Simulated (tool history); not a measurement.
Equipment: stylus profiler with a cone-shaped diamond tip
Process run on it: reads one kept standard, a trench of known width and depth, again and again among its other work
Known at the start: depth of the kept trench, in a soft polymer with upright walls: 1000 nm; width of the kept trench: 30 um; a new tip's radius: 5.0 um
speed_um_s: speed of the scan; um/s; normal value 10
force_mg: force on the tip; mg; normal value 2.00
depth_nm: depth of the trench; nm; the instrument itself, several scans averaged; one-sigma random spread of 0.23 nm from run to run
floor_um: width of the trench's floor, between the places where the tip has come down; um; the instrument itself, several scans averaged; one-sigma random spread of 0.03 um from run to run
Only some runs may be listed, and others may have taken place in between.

run     day  speed_um_s  force_mg  depth_nm  floor_um
  1   0.000          10      2.00   1009.74     20.91
  2   2.100          10      2.00   1009.91     20.89
      3.208  -- height scale calibrated on a step standard
  3   5.054          10      2.00   1006.03     20.80
  4   9.521          10      2.00   1006.68     20.71
  5  12.508          10      2.00   1006.16     20.61
     16.125  -- height scale calibrated on a step standard, once more
  6  16.350          10      2.00   1014.60     20.54
  7  20.633          10      2.00   1014.80     20.49
  8  23.075          10      2.00   1014.50     20.43
  9  27.229          10      2.00   1014.37     20.41
 10  30.779          10      2.00   1013.86     20.22
 11  33.008          30      2.00   1013.95     20.12
 12  36.642          30      2.00   1013.83     20.12
 13  39.975          22      0.67   1005.95     20.02
 14  44.538          35      4.46   1023.83     19.96
 15  46.829           4      5.32   1026.49     19.94
 16  49.188           2      5.62   1027.82     19.90

Estimate the outcome of run 17 from the log above:
 17  51.738           6      0.76         ?         ?

{"run 17": {"depth_nm": 1006.38, "floor_um": 19.81}}
With no hidden state in the tool, this same run would have given depth_nm 1007.70 nm, floor_um 23.96 um.

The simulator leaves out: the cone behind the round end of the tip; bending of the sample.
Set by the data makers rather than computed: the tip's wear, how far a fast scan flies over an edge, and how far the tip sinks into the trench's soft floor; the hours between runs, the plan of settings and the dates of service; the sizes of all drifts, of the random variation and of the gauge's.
